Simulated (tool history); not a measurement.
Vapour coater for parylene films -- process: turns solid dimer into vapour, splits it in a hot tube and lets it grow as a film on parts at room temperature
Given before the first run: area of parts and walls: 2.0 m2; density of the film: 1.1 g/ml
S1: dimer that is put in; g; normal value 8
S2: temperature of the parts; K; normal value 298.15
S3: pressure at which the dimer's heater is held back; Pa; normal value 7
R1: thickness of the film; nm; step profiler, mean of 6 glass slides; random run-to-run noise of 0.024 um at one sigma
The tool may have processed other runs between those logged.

run	day	S1	S2	S3	R1
1	0	8	298.15	7	1700
2	0.708	8	298.15	7	1680
3	1.588	8	298.15	7	1610
4	2.279	8	298.15	7	1640
5	3.088	13	298.15	7	2630
6	3.996	8	293.15	7	1760
7	4.6	8	293.15	7	1690
8	5.296	8	293.15	7	1690
9	5.712	8	293.15	7	1700
10	6.438	8	301.15	7	1460
11	6.975	8	301.15	7	1460
12	7.808	8	301.15	7	1480
13	8.612	8	301.15	7	1470
14	9.446	8	301.15	7	1330
15	10.075	8	298.15	7	1420
16	10.967	8	298.15	7	1340
17	11.6	10	298.15	7	1780
18	12.3	8	298.15	7	1710
19	13.117	8	300.15	4.73	1690
20	14.021	8	308.15	5.12	1510
21	14.717	8	308.15	5.12	1450
22	15.25	8	296.15	6.37	1750
23	15.675	8	303.15	8.37	1530
24	16.175	9	293.15	5.97	2060
25	16.975	9	293.15	5.97	2060
26	17.496	12	292.15	5.97	2770
27	18	12	292.15	5.97	2690
28	18.621	9	298.15	5.8	1840
29	19.017	8	298.15	2.1	1690
30	19.538	10	291.15	4.24	2300
31	20.108	8	299.15	4.17	1580
32	20.875	8	299.15	4.17	1590
33	21.621	13	300.15	4	2510
34	22.288	13	305.15	4	2300
35	22.808	13	305.15	4	2320

Missing from the log above: 2 entries noted between runs. For each, name the pair of listed runs it sits between and say how the tool's hidden condition differs from the listed run just before to the listed run just after:
Between runs 13 and 14: trap's valve overhauled (day 9.312)
  vapour lost through the trap's worn valve, %: 12 -> 18.5; true temperature of the parts over the reading, C: 0.27 -> 0.28
  measured value less the no-hidden-state value, R1: -210 -> -310 nm
Between runs 17 and 18: trap's valve overhauled, once more (day 11.871)
  vapour lost through the trap's worn valve, %: 20.7 -> 0.7
  measured value less the no-hidden-state value, R1: -470 -> -20 nm
